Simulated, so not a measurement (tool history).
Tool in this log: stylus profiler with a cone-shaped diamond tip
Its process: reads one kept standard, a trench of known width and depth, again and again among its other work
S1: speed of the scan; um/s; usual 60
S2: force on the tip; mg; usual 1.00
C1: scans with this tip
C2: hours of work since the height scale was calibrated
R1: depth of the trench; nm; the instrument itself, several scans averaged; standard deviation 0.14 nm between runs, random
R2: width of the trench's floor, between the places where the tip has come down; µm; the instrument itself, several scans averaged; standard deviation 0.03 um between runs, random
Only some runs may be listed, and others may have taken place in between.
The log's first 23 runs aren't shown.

| run | hour | S1 | S2 | C1 | C2 | R1 | R2 |
|---|---|---|---|---|---|---|---|
| 24 | 512.1 | 80 | 0.67 | 5821 | 1138 | 502.54 | 24.65 |
| 25 | 542.6 | 80 | 0.67 | 5942 | 1161 | 502.29 | 24.65 |
| 26 | 567.2 | 80 | 0.44 | 6039 | 1180 | 501.76 | 24.48 |
| 27 | 589.0 | 25 | 0.73 | 6125 | 1197 | 502.66 | 25.36 |
| 28 | 613.8 | 18 | 1.76 | 6223 | 1216 | 504.85 | 25.55 |
| 29 | 634.3 | 188 | 0.42 | 6305 | 1232 | 501.78 | 22.79 |
| 30 | 656.7 | 175 | 1.19 | 6393 | 1249 | 503.88 | 24.11 |
| 31 | 685.3 | 19 | 0.84 | 6506 | 1272 | 502.74 | 25.48 |
| 32 | 716.7 | 19 | 0.84 | 6631 | 1296 | 503.03 | 25.47 |
| 33 | 741.5 | 36 | 0.50 | 6728 | 1315 | 502.25 | 25.18 |
| 34 | 764.1 | 41 | 0.77 | 6818 | 1332 | 502.93 | 25.22 |
| 35 | 789.5 | 60 | 1.93 | 6918 | 1352 | 505.06 | 25.25 |
| 36 | 813.8 | 103 | 2.85 | 7015 | 1371 | 506.78 | 25.03 |
| 37 | 836.6 | 82 | 0.84 | 7105 | 1388 | 502.95 | 24.76 |
| 38 | 861.0 | 159 | 0.49 | 7201 | 1407 | 502.15 | 23.41 |
| 39 | 889.9 | 159 | 0.49 | 7316 | 1430 | 501.68 | 23.39 |
| 40 | 911.9 | 19 | 0.79 | 7402 | 1447 | 502.87 | 25.45 |
| 41 | 926.4 | 32 | 2.39 | 7460 | 1458 | 505.88 | 25.43 |
| 42 | 951.5 | 25 | 0.53 | 7559 | 1477 | 502.22 | 25.36 |

Each row is a separate what-if for the run after 42, all from the same tool condition, not one after another. Results?
| A | 968.8 | 60 | 0.50 | 7628 | 1491 | ? | ? |
| B | 968.8 | 17 | 1.59 | 7628 | 1491 | ? | ? |
| C | 968.8 | 220 | 0.57 | 7628 | 1491 | ? | ? |
| D | 968.8 | 46 | 1.14 | 7628 | 1491 | ? | ? |
| E | 968.8 | 15 | 1.00 | 7628 | 1491 | ? | ? |

| run | R1 | R2 |
|---|---|---|
| A | 502.26 | 24.87 |
| B | 504.59 | 25.51 |
| C | 502.12 | 22.84 |
| D | 503.78 | 25.18 |
| E | 503.20 | 25.47 |
Without the tool's hidden state the same runs would have given:
| run | R1 | R2 |
|---|---|---|
| A | 502.25 | 24.88 |
| B | 504.58 | 25.52 |
| C | 502.11 | 22.84 |
| D | 503.77 | 25.18 |
| E | 503.19 | 25.48 |
